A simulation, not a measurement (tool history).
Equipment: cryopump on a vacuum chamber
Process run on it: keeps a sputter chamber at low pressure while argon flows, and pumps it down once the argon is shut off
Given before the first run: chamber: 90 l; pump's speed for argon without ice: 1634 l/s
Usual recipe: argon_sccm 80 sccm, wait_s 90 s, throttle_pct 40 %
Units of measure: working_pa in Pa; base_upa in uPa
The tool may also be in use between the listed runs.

run,hour,argon_sccm,wait_s,throttle_pct,working_pa,base_upa
1,0.0,80,90,40,0.2163,2.17
2,38.4,80,90,40,0.2156,2.16
3,69.2,80,90,40,0.2169,2.15
4,106.6,80,90,40,0.2193,2.22
5,165.4,80,90,40,0.2186,2.32
6,199.4,52,90,40,0.1428,2.26
7,240.2,150,164,18,0.8775,1.85
8,271.8,44,164,21,0.2242,1.84
9,332.0,44,164,21,0.2252,1.90
10,380.2,92,121,17,0.5740,2.05
11,447.1,98,90,25,0.4222,2.41

Each row is a separate what-if for the run after 11, all from the same tool condition, not one after another. Results?
A,477.3,80,90,40,?,?
B,477.3,158,90,40,?,?
C,477.3,42,57,31,?,?
D,477.3,141,90,60,?,?

run,working_pa,base_upa
A,0.2220,2.47
B,0.4417,2.42
C,0.1467,3.01
D,0.2711,2.38
Had the tool no hidden state, the same runs would have come out as:
run,working_pa,base_upa
A,0.2066,1.23
B,0.4111,1.21
C,0.1387,1.80
D,0.2440,1.17
